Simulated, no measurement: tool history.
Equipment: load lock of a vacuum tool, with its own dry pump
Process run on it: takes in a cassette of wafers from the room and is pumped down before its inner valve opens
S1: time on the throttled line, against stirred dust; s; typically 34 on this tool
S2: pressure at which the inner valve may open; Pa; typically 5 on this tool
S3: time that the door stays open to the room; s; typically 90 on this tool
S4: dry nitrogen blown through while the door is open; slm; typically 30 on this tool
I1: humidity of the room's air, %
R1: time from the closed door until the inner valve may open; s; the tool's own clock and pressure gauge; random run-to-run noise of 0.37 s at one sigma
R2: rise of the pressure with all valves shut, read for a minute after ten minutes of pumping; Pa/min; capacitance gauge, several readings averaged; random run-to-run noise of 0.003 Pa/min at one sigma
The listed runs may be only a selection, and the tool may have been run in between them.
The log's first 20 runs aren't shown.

Run 21, day 83.104: usual settings but S1 44 s, S3 238 s; I1 43.1. Result: R1 65.1 s, R2 0.067 Pa/min.
Run 22, day 88.738: usual settings but S1 44 s, S2 7 Pa, S3 238 s, S4 35 slm; I1 43.2. Result: R1 63.8 s, R2 0.060 Pa/min.
Run 23, day 92.138: usual settings but S1 44 s, S3 238 s, S4 9 slm; I1 45.8. Result: R1 64.4 s, R2 0.123 Pa/min.
Run 24, day 95.846: usual settings but S1 44 s, S3 227 s, S4 9 slm; I1 43.5. Result: R1 64.3 s, R2 0.109 Pa/min.
Run 25, day 99.829: usual settings but S1 37 s; I1 45.8. Result: R1 59.6 s, R2 0.051 Pa/min.
Run 26, day 104.579: usual settings but S1 37 s; I1 47.4. Result: R1 59.5 s, R2 0.050 Pa/min.
Run 27, day 107.300: usual settings but S2 9 Pa; I1 45.9. Result: R1 54.6 s, R2 0.055 Pa/min.
Run 28, day 110.817: usual settings but S1 67 s, S2 6 Pa, S4 16 slm; I1 44.9. Result: R1 82.4 s, R2 0.078 Pa/min.
Run 29, day 116.338: usual settings but S3 32 s; I1 48.1. Result: R1 56.7 s, R2 0.042 Pa/min.
Run 30, day 121.358: usual settings but S1 56 s; I1 47.8. Result: R1 74.6 s, R2 0.056 Pa/min.
Run 31, day 123.904: usual settings but S1 36 s, S2 9 Pa; I1 46.6. Result: R1 56.9 s, R2 0.054 Pa/min.
Run 32, day 127.442: usual settings but S1 31 s, S3 40 s; I1 45.0. Result: R1 53.8 s, R2 0.045 Pa/min.

What if the next run were any one of these 5? Each begins from the tool's condition after run 32:
Run A, day 129.992: usual settings but S1 31 s, S2 6 Pa, S3 40 s, S4 9 slm; I1 45.1. Result: R1 ?, R2 ?.
Run B, day 129.992: usual settings but S1 63 s, S3 86 s, S4 20 slm; I1 43.9. Result: R1 ?, R2 ?.
Run C, day 129.992: usual settings but S4 16 slm; I1 43.8. Result: R1 ?, R2 ?.
Run D, day 129.992: usual settings but S1 31 s, S3 34 s; I1 45.5. Result: R1 ?, R2 ?.
Run E, day 129.992: usual settings but S2 7 Pa, S3 114 s; I1 44.4. Result: R1 ?, R2 ?.

run    R1     R2
  A  54.0  0.076
  B  79.6  0.060
  C  56.2  0.069
  D  54.1  0.037
  E  55.7  0.060
Stripped of hidden state, with their random variation kept, the same runs would have yielded:
run    R1     R2
  A  54.0  0.076
  B  79.6  0.059
  C  56.2  0.069
  D  54.1  0.036
  E  55.7  0.059
